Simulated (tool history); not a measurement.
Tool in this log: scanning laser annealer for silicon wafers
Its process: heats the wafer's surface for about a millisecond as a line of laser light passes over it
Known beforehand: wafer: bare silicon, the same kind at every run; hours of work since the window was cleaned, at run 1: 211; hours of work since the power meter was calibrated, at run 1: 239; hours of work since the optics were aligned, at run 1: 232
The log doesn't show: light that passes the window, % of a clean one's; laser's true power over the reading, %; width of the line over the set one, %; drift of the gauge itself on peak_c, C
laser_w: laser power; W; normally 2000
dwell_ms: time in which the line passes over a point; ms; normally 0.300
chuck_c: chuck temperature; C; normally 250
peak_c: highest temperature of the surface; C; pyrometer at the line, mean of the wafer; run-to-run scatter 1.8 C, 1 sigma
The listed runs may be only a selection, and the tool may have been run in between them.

run	hour	laser_w	dwell_ms	chuck_c	hours of work since the window was cleaned	hours of work since the power meter was calibrated	hours of work since the optics were aligned	peak_c
1	0.0	2000	0.300	250	211	239	232	1056
2	10.8	2000	0.300	250	217	246	239	1058
3	18.9	2000	0.300	250	222	250	243	1058
4	29.8	2000	0.310	250	228	257	250	1069
5	38.3	2000	0.300	250	233	262	254	1055
6	45.4	2000	0.300	250	237	266	259	1058
7	55.3	2000	0.252	250	243	271	264	991
8	65.1	2000	0.252	250	248	277	270	988
9	76.5	2000	0.252	250	255	284	276	990
10	88.6	2000	0.252	250	262	291	283	985
11	99.0	2196	0.325	270	268	296	289	1213
12	105.7	1810	0.312	239	272	300	293	958
13	114.9	1810	0.312	261	277	306	299	981
14	121.5	1770	0.300	250	281	309	302	931
15	128.3	2000	0.300	218	285	313	306	1019
16	137.1	2172	0.300	218	290	318	311	1109
17	145.4	2172	0.300	218	294	323	316	1108
18	157.4	2000	0.253	269	301	330	323	1004

Results for each run, recomputed without the tool's hidden state and with each run's random variation untouched:
run	peak_c
1	1078
2	1081
3	1082
4	1094
5	1080
6	1083
7	1014
8	1012
9	1014
10	1010
11	1245
12	983
13	1006
14	956
15	1048
16	1141
17	1141
18	1032
